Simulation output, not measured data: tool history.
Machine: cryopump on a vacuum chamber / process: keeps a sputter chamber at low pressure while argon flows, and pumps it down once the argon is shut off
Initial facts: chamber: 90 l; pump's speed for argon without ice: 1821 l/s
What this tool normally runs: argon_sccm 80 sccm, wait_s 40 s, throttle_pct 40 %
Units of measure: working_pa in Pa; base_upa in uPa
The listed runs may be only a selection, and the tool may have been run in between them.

run,hour,argon_sccm,wait_s,throttle_pct,working_pa,base_upa
1,0.0,80,40,40,0.1877,2.07
2,89.6,80,40,40,0.1885,2.14
3,166.3,80,40,40,0.1914,2.11
4,215.4,80,40,40,0.1913,2.17
5,268.3,61,40,40,0.1478,2.19
6,345.1,36,40,40,0.0874,2.18
7,400.5,36,40,40,0.0878,2.30
8,475.9,36,147,40,0.0903,0.74
9,544.7,80,40,40,0.1981,2.22
10,610.5,80,40,40,0.2007,2.19
11,660.8,80,40,40,0.2022,2.18
# hour 754.7: pump warmed up, emptied and cooled again
12,754.7,80,40,40,0.1877,2.17
13,820.9,80,56,40,0.1899,1.71
14,886.0,80,268,40,0.1909,0.53
15,929.9,80,34,27,0.2804,2.60
16,983.1,135,143,27,0.4729,0.85
17,1062.1,59,40,52,0.1124,2.20
18,1144.7,109,49,45,0.2378,1.88
19,1215.9,80,230,34,0.2296,0.62
20,1285.0,95,39,39,0.2400,2.30
21,1372.3,95,39,39,0.2433,2.29
22,1467.0,110,172,16,0.6601,0.77
23,1508.6,120,63,18,0.6451,1.54
# hour 1570.7: pump warmed up, emptied and cooled again
24,1597.0,129,40,57,0.2156,2.23
25,1689.0,129,40,57,0.2183,2.22
26,1774.4,80,46,18,0.4228,1.99
27,1827.4,80,46,18,0.4212,1.99
28,1926.3,80,46,18,0.4224,2.00

Below are 3 alternative next runs, each starting from the tool's condition after run 28. Predict each:
A,1973.4,80,39,18,?,?
B,1973.4,33,99,18,?,?
C,1973.4,68,95,48,?,?

run,working_pa,base_upa
A,0.4229,2.24
B,0.1740,1.08
C,0.1402,1.14
Take away the tool's hidden state, keep each run's random variation, and the runs would have read:
run,working_pa,base_upa
A,0.4125,2.09
B,0.1697,0.93
C,0.1314,0.98

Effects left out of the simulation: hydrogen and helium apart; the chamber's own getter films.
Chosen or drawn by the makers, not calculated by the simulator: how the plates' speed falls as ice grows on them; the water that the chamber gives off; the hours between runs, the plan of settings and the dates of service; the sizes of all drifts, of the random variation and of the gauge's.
